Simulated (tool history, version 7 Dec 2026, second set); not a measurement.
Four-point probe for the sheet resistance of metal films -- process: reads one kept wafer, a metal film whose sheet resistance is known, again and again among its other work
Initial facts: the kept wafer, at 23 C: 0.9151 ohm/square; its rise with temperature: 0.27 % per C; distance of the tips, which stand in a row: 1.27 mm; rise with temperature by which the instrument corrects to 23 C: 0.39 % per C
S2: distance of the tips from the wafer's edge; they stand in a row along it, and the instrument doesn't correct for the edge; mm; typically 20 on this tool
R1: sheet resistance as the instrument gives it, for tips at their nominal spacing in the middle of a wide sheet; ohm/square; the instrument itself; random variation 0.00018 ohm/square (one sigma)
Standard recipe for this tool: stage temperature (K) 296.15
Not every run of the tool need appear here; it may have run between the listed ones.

{"run": 1, "hour": 0.0, "stage temperature (K)": 296.15, "S2": 20, "R1": 0.914942}
{"run": 2, "hour": 41.8, "stage temperature (K)": 296.15, "S2": 20, "R1": 0.915323}
{"run": 3, "hour": 84.1, "stage temperature (K)": 296.15, "S2": 6, "R1": 0.935147}
{"run": 4, "hour": 137.6, "stage temperature (K)": 296.15, "S2": 6, "R1": 0.935055}
{"run": 5, "hour": 190.0, "stage temperature (K)": 296.15, "S2": 6, "R1": 0.935827}
{"run": 6, "hour": 245.6, "stage temperature (K)": 293.15, "S2": 20, "R1": 0.919183}
{"run": 7, "hour": 296.5, "stage temperature (K)": 293.15, "S2": 20, "R1": 0.919563}
{"run": 8, "hour": 321.9, "stage temperature (K)": 293.15, "S2": 20, "R1": 0.919805}
{"run": 9, "hour": 378.0, "stage temperature (K)": 293.15, "S2": 20, "R1": 0.919539}
{"run": 10, "hour": 423.5, "stage temperature (K)": 293.15, "S2": 20, "R1": 0.919922}
{"run": 11, "hour": 474.5, "stage temperature (K)": 293.15, "S2": 20, "R1": 0.920471}
{"run": 12, "hour": 518.9, "stage temperature (K)": 296.15, "S2": 20, "R1": 0.916872}
{"run": 13, "hour": 567.5, "stage temperature (K)": 296.15, "S2": 20, "R1": 0.916996}
{"run": 14, "hour": 605.0, "stage temperature (K)": 296.15, "S2": 20, "R1": 0.917367}
{"run": 15, "hour": 663.5, "stage temperature (K)": 296.15, "S2": 20, "R1": 0.917411}
{"run": 16, "hour": 722.0, "stage temperature (K)": 296.15, "S2": 20, "R1": 0.917378}
{"run": 17, "hour": 780.1, "stage temperature (K)": 298.15, "S2": 20, "R1": 0.915911}
{"run": 18, "hour": 814.9, "stage temperature (K)": 298.15, "S2": 20, "R1": 0.915799}
{"run": 19, "hour": 869.8, "stage temperature (K)": 298.15, "S2": 20, "R1": 0.916315}
{"run": 20, "hour": 916.6, "stage temperature (K)": 298.15, "S2": 20, "R1": 0.915945}
{"hour": 921.5, "done": "stage's thermometer calibrated"}
{"run": 21, "hour": 951.5, "stage temperature (K)": 304.15, "S2": 20, "R1": 0.910156}
{"run": 22, "hour": 977.0, "stage temperature (K)": 304.15, "S2": 20, "R1": 0.909892}
{"run": 23, "hour": 1026.9, "stage temperature (K)": 304.15, "S2": 20, "R1": 0.910032}
{"run": 24, "hour": 1053.5, "stage temperature (K)": 292.15, "S2": 7, "R1": 0.93782}
{"hour": 1064.3, "done": "stage's thermometer calibrated, once more"}
{"run": 25, "hour": 1096.6, "stage temperature (K)": 293.15, "S2": 28, "R1": 0.920796}
{"run": 26, "hour": 1155.3, "stage temperature (K)": 296.15, "S2": 12, "R1": 0.922244}
{"run": 27, "hour": 1186.3, "stage temperature (K)": 296.15, "S2": 9, "R1": 0.926694}
{"run": 28, "hour": 1230.8, "stage temperature (K)": 296.15, "S2": 9, "R1": 0.927096}
{"run": 29, "hour": 1268.6, "stage temperature (K)": 291.15, "S2": 5, "R1": 0.953755}
{"run": 30, "hour": 1326.1, "stage temperature (K)": 301.15, "S2": 14, "R1": 0.916015}
{"run": 31, "hour": 1371.5, "stage temperature (K)": 302.15, "S2": 4, "R1": 0.957499}
{"run": 32, "hour": 1415.2, "stage temperature (K)": 307.15, "S2": 5, "R1": 0.93599}
{"run": 33, "hour": 1451.9, "stage temperature (K)": 308.15, "S2": 7, "R1": 0.920512}
{"run": 34, "hour": 1490.3, "stage temperature (K)": 295.15, "S2": 7, "R1": 0.935235}
{"run": 35, "hour": 1533.1, "stage temperature (K)": 307.15, "S2": 58, "R1": 0.906449}
{"run": 36, "hour": 1588.8, "stage temperature (K)": 294.15, "S2": 58, "R1": 0.920608}
{"run": 37, "hour": 1646.6, "stage temperature (K)": 293.15, "S2": 40, "R1": 0.922558}
{"run": 38, "hour": 1681.6, "stage temperature (K)": 296.15, "S2": 6, "R1": 0.94025}
{"run": 39, "hour": 1714.1, "stage temperature (K)": 293.15, "S2": 15, "R1": 0.925915}

How would selected steps in R1 from run to run divide? Give the signed amount a tool lacking its hidden state would still show from settings, what came in and random variation, and the signed amount left for the hidden state, including any gauge scatter that is not in both of the compared results.
The tool's hidden condition here consists of: inner tips' distance over the nominal, %; tips' flats over new ones', %; wafer's true temperature over the reading, C; drift of the gauge itself on sheet_ohm, %.
Run 24 -> 25: stage temperature (K) 292.15 -> 293.15, S2 7 -> 28, stage's thermometer calibrated, once more. R1 -0.017024 ohm/square: hidden state -0.000631, all else -0.016393.
Run 29 -> 30: stage temperature (K) 291.15 -> 301.15, S2 5 -> 14. R1 -0.03774 ohm/square: hidden state +0.000123, all else -0.037863.
Run 30 -> 31: stage temperature (K) 301.15 -> 302.15, S2 14 -> 4. R1 +0.041484 ohm/square: hidden state +0.000266, all else +0.041218.
Run 34 -> 35: stage temperature (K) 295.15 -> 307.15, S2 7 -> 58. R1 -0.028786 ohm/square: hidden state +0.000066, all else -0.028852.
Run 35 -> 36: stage temperature (K) 307.15 -> 294.15. R1 +0.014159 ohm/square: hidden state +0.000256, all else +0.013903.

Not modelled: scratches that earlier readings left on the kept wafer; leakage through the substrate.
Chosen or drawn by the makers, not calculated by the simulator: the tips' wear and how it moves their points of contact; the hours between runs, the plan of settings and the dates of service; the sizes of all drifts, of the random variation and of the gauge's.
